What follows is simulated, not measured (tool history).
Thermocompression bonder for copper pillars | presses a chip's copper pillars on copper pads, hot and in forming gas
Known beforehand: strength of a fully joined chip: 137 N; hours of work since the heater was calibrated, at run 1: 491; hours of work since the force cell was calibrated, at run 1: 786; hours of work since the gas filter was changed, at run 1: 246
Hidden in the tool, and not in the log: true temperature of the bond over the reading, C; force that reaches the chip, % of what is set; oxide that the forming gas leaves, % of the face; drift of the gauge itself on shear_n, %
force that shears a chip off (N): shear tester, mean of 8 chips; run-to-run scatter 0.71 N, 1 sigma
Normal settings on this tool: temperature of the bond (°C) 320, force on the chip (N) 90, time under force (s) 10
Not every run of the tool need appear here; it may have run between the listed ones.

run   hour  temperature of the bond (°C)  force on the chip (N)  time under force (s)  hours of work since the heater was calibrated  hours of work since the force cell was calibrated  hours of work since the gas filter was changed  force that shears a chip off (N)
  1    0.0                           320                     90                    10                                            491                                                786                                             246                              59.4
  2   18.0                           298                     90                    10                                            504                                                798                                             259                              45.0
  3   46.1                           298                     90                    10                                            524                                                819                                             279                              44.5
  4   76.0                           320                     90                    10                                            546                                                840                                             300                              59.3
  5   89.0                           320                     60                    10                                            555                                                849                                             310                              43.7
  6  112.3                           320                     60                    10                                            572                                                866                                             326                              44.5
  7  135.2                           320                     60                    10                                            588                                                883                                             343                              44.4
  8  164.2                           320                     60                    10                                            609                                                904                                             364                              43.5
  9  187.7                           320                     60                    10                                            626                                                920                                             381                              43.9
 10  216.1                           320                     60                    10                                            646                                                941                                             401                              43.6
 11  235.5                           320                     90                     9                                            660                                                955                                             415                              57.4
 12  263.4                           320                     90                     9                                            680                                                975                                             435                              57.1
 13  291.4                           320                     90                     9                                            700                                                995                                             455                              58.0
     293.4  -- forming gas filter changed
 14  316.5                           320                     90                     9                                            718                                               1012                                              17                              56.2
 15  331.1                           320                     90                     9                                            728                                               1023                                              27                              56.0
 16  346.9                           320                     90                     9                                            740                                               1034                                              38                              55.8
 17  360.6                           320                     90                    10                                            750                                               1044                                              48                              59.5
 18  376.4                           320                     90                    10                                            761                                               1056                                              60                              60.5
 19  403.5                           320                     90                    10                                            780                                               1075                                              79                              59.7
 20  418.6                           320                     90                    10                                            791                                               1086                                              90                              60.2
     430.6  -- heater calibrated with a thermocouple chip
 21  440.1                           346                     56                    17                                              7                                               1100                                             104                              67.4
 22  463.9                           343                     90                    26                                             24                                               1117                                             121                              98.7
 23  479.1                           343                     79                    26                                             35                                               1128                                             132                              92.8

Expected results for the next run?
 24  505.8                           309                     54                    16                                             54                                               1147                                             151                                 ?

{"run 24": {"force that shears a chip off (N)": 42.6}}
With no hidden state in the tool, this same run would have given force that shears a chip off (N) 42.7.
